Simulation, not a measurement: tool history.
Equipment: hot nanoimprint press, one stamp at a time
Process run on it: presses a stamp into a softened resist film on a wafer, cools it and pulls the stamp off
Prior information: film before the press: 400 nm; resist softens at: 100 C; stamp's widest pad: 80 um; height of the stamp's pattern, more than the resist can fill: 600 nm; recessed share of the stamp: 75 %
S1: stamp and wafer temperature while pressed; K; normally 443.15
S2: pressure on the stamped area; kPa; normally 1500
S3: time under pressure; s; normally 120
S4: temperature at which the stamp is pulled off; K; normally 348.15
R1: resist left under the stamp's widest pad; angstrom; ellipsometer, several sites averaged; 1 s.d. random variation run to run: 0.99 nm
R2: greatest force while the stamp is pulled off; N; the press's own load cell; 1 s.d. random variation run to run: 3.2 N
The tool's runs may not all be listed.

{"run": 1, "day": 0.0, "S1": 443.15, "S2": 1500, "S3": 120, "S4": 348.15, "R1": 1481, "R2": 156}
{"day": 0.754, "done": "plate thermocouple calibrated"}
{"run": 2, "day": 2.612, "S1": 443.15, "S2": 1500, "S3": 120, "S4": 348.15, "R1": 1423, "R2": 158}
{"run": 3, "day": 4.238, "S1": 443.15, "S2": 1500, "S3": 120, "S4": 348.15, "R1": 1448, "R2": 169}
{"run": 4, "day": 6.821, "S1": 443.15, "S2": 1500, "S3": 120, "S4": 348.15, "R1": 1470, "R2": 171}
{"run": 5, "day": 9.633, "S1": 443.15, "S2": 1500, "S3": 120, "S4": 348.15, "R1": 1467, "R2": 181}
{"run": 6, "day": 12.521, "S1": 443.15, "S2": 1500, "S3": 120, "S4": 348.15, "R1": 1484, "R2": 189}
{"run": 7, "day": 14.196, "S1": 443.15, "S2": 1500, "S3": 120, "S4": 348.15, "R1": 1503, "R2": 194}
{"day": 14.621, "done": "stamp cleaned and given a new release coat"}
{"run": 8, "day": 15.979, "S1": 443.15, "S2": 1500, "S3": 82, "S4": 345.15, "R1": 1748, "R2": 155}
{"day": 16.921, "done": "plate thermocouple calibrated"}
{"run": 9, "day": 18.9, "S1": 443.15, "S2": 900, "S3": 120, "S4": 345.15, "R1": 1833, "R2": 174}
{"run": 10, "day": 21.204, "S1": 443.15, "S2": 1210, "S3": 120, "S4": 348.15, "R1": 1628, "R2": 173}

Consider 4 possible next runs. They are alternatives, not a sequence: every one starts from the tool as it was left by run 10. What does each give?
{"run": "A", "day": 23.75, "S1": 434.15, "S2": 1030, "S3": 120, "S4": 334.15, "R1": "?", "R2": "?"}
{"run": "B", "day": 23.75, "S1": 440.15, "S2": 1860, "S3": 62, "S4": 348.15, "R1": "?", "R2": "?"}
{"run": "C", "day": 23.75, "S1": 443.15, "S2": 1210, "S3": 120, "S4": 339.15, "R1": "?", "R2": "?"}
{"run": "D", "day": 23.75, "S1": 443.15, "S2": 1350, "S3": 63, "S4": 346.15, "R1": "?", "R2": "?"}

run=A R1=2557 R2=194
run=B R1=2016 R2=172
run=C R1=1664 R2=184
run=D R1=2004 R2=175
Take away the tool's hidden state, keep each run's random variation, and the runs would have read:
run=A R1=2489 R2=167
run=B R1=1934 R2=149
run=C R1=1605 R2=159
run=D R1=1936 R2=151
